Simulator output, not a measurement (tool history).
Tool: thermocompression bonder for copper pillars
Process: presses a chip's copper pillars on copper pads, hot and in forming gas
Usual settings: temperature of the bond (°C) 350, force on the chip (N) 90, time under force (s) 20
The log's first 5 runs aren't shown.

run,hour,temperature of the bond (°C),force on the chip (N),time under force (s),hours of work since the heater was calibrated,hours of work since the force cell was calibrated,hours of work since the gas filter was changed,force that shears a chip off (N)
# hour 281.7: forming gas filter changed
6,309.3,350,90,20,143,1588,14,77.6
7,349.6,350,90,20,164,1608,34,77.0
# hour 423.3: force cell calibrated
8,446.6,350,90,20,212,12,82,77.6
9,493.3,335,90,20,235,35,105,70.4
10,560.8,350,90,20,269,69,139,76.2
# hour 573.7: forming gas filter changed
11,633.7,352,90,20,305,105,30,79.3
12,695.5,352,90,20,336,136,61,77.4
13,767.1,352,90,20,372,172,97,77.6
14,820.7,372,90,20,399,199,124,86.8
# hour 861.9: forming gas filter changed
15,908.0,372,90,20,443,243,23,88.5
16,972.7,356,90,20,475,275,56,79.8
17,1055.7,356,90,20,517,317,97,80.6
18,1122.3,356,90,20,550,350,131,78.3
# hour 1154.8: forming gas filter changed
19,1218.9,356,90,20,599,399,32,77.6
20,1263.7,356,90,20,621,421,55,79.7
21,1348.4,356,90,20,664,464,97,80.3
22,1430.7,353,128,20,705,505,138,90.2
# hour 1446.2: forming gas filter changed
23,1479.3,353,128,36,729,529,17,102.4
24,1540.6,334,134,57,760,560,47,103.0
25,1584.3,334,134,57,782,582,69,101.0
26,1664.6,332,57,57,822,622,110,74.7
27,1729.7,350,86,36,855,655,142,85.6
# hour 1734.8: forming gas filter changed
28,1778.4,350,86,36,879,679,22,90.0

Run 29 comes next. What will it give?
29,1818.3,350,74,13,899,699,42,?

Run 29 gave force that shears a chip off (N) 61.2.
Without the tool's hidden state the same run would have given force that shears a chip off (N) 64.1.

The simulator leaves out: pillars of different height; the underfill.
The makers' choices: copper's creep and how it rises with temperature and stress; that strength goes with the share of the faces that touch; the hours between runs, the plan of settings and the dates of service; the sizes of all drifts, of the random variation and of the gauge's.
